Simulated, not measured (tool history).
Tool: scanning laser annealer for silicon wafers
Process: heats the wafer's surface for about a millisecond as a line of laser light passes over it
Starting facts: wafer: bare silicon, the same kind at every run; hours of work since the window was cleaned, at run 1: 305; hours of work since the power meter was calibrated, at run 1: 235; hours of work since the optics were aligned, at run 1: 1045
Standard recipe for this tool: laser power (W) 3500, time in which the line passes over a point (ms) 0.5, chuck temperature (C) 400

run     day  laser power (W)  time in which the line passes over a point (ms)  chuck temperature (C)  hours of work since the window was cleaned  hours of work since the power meter was calibrated  hours of work since the optics were aligned  highest temperature of the surface (C)
  1       0             3500                                              0.5                    400                                         305                                                 235                                         1045                                    1143
  2     0.6             3500                                              0.5                    400                                         314                                                 244                                         1054                                    1144
  3   1.283             3500                                              0.5                    400                                         324                                                 254                                         1064                                    1143
  4   2.008             3500                                              0.5                    400                                         335                                                 265                                         1075                                    1142
  5   2.617             3500                                              0.5                    400                                         344                                                 274                                         1084                                    1144
  6   3.079             3425                                              0.5                    400                                         350                                                 281                                         1091                                    1126
  7   3.704             3425                                              0.5                    400                                         360                                                 290                                         1100                                    1122
  8   4.229             3425                                              0.5                    400                                         368                                                 298                                         1108                                    1124
  9   5.108             3500                                              0.5                    418                                         381                                                 311                                         1121                                    1160
 10   6.038             3500                                              0.5                    400                                         394                                                 325                                         1134                                    1138
 11   7.046             3500                                            0.434                    400                                         409                                                 340                                         1149                                    1093
      7.179  -- window over the wafer cleaned
 12   7.633             3500                                            0.434                    400                                           7                                                 347                                         1157                                    1089
 13   8.154             3500                                            0.434                    400                                          14                                                 355                                         1165                                    1092
 14   8.879             3500                                            0.434                    400                                          25                                                 366                                         1175                                    1088
 15   9.729             3500                                            0.434                    400                                          38                                                 379                                         1188                                    1087
 16  10.508             3500                                              0.5                    400                                          49                                                 390                                         1200                                    1135
 17  11.533             3072                                              0.5                    400                                          65                                                 405                                         1215                                    1031
     12.442  -- window over the wafer cleaned, once more
 18  12.446             3500                                              0.5                    400                                           0                                                 418                                         1227                                    1157
 19   13.15             3407                                            0.416                    400                                          11                                                 428                                         1238                                    1076
 20  14.012             3280                                              0.5                    419                                          23                                                 441                                         1250                                    1121
 21  14.838             3814                                              0.6                    417                                          36                                                 453                                         1263                                    1322
 22  15.646             3814                                              0.6                    417                                          48                                                 465                                         1275                                    1321
 23  16.212             3616                                              0.5                    389                                          56                                                 474                                         1283                                    1171
 24  16.892             3141                                            0.497                    435                                          66                                                 484                                         1293                                    1102
 25  17.475             3500                                            0.375                    418                                          75                                                 492                                         1302                                    1081
 26  17.992             3385                                             0.54                    402                                          82                                                 500                                         1310                                    1152
 27  18.629             3385                                             0.54                    402                                          92                                                 510                                         1319                                    1155
 28  19.133             3415                                            0.467                    402                                          99                                                 517                                         1327                                    1112
     19.642  -- optics aligned, line set to its width
 29  20.208             3415                                            0.547                    397                                         112                                                 530                                            8                                    1162
 30  20.775             3415                                            0.547                    397                                         121                                                 538                                           17                                    1166
 31  21.458             3176                                              0.5                    438                                         131                                                 548                                           27                                    1114
 32  22.308             3638                                              0.5                    365                                         143                                                 561                                           40                                    1154
 33  22.912             3349                                            0.353                    431                                         152                                                 570                                           49                                    1045
 34  23.858             3500                                            0.604                    400                                         167                                                 584                                           63                                    1219
 35  24.696             3474                                            0.434                    390                                         179                                                 597                                           75                                    1094
 36  25.692             3688                                            0.401                    439                                         194                                                 611                                           90                                    1163

What differs in the tool's unlogged condition from the final listed run ahead of each entry between runs to the first listed run following it?
After run 11, before run 12: window over the wafer cleaned (day 7.179)
  light that passes the window, % of a clean one's: 97.38 -> 97.04
  what was measured, less what the result would be without the hidden state, highest temperature of the surface (C): -28 -> -31
After run 17, before run 18: window over the wafer cleaned, once more (day 12.442)
  light that passes the window, % of a clean one's: 96.67 -> 99.84; width of the line over the set one, %: 1.43 -> 1.44
  what was measured, less what the result would be without the hidden state, highest temperature of the surface (C): -32 -> -9
After run 28, before run 29: optics aligned, line set to its width (day 19.642)
  light that passes the window, % of a clean one's: 99.21 -> 99.12; laser's true power over the reading, %: -0.14 -> -0.15; width of the line over the set one, %: 1.53 -> 0.36
  what was measured, less what the result would be without the hidden state, highest temperature of the surface (C): -15 -> -11
